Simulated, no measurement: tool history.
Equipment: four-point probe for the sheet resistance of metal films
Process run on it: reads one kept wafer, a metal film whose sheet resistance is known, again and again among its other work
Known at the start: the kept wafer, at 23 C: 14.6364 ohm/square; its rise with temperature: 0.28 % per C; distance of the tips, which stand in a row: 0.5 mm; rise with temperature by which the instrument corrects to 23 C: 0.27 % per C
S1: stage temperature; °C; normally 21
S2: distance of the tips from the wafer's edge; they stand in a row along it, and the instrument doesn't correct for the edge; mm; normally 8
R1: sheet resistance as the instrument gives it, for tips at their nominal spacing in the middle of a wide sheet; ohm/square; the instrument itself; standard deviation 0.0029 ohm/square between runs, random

run   hour  S1  S2         R1
  1    0.0  21   8  14.517927
  2   30.3  21   8  14.514567
  3   73.4  30   8  14.518671
  4  134.4  30   8  14.516538
  5  176.8  30  20  14.488250
  6  208.3  30  20  14.492218
  7  243.0  21  32  14.477867
  8  302.9  21  32  14.483156
  9  358.9  21  32  14.475131
 10  394.4  19   4  14.584462
 11  426.7  29   8  14.503258
 12  480.7  33  13  14.490875
 13  506.8  20   4  14.584088
 14  549.7  23  56  14.462225
 15  604.0  23  56  14.463500
 16  638.7  23  56  14.463074

Run 17, settings as shown, results not yet in. Your forecast:
 17  681.2  34   8   ?

{"run 17": {"R1": 14.501674}}
With the hidden condition absent and the run-to-run variation left alone, this run would have shown R1 14.678270 ohm/square.

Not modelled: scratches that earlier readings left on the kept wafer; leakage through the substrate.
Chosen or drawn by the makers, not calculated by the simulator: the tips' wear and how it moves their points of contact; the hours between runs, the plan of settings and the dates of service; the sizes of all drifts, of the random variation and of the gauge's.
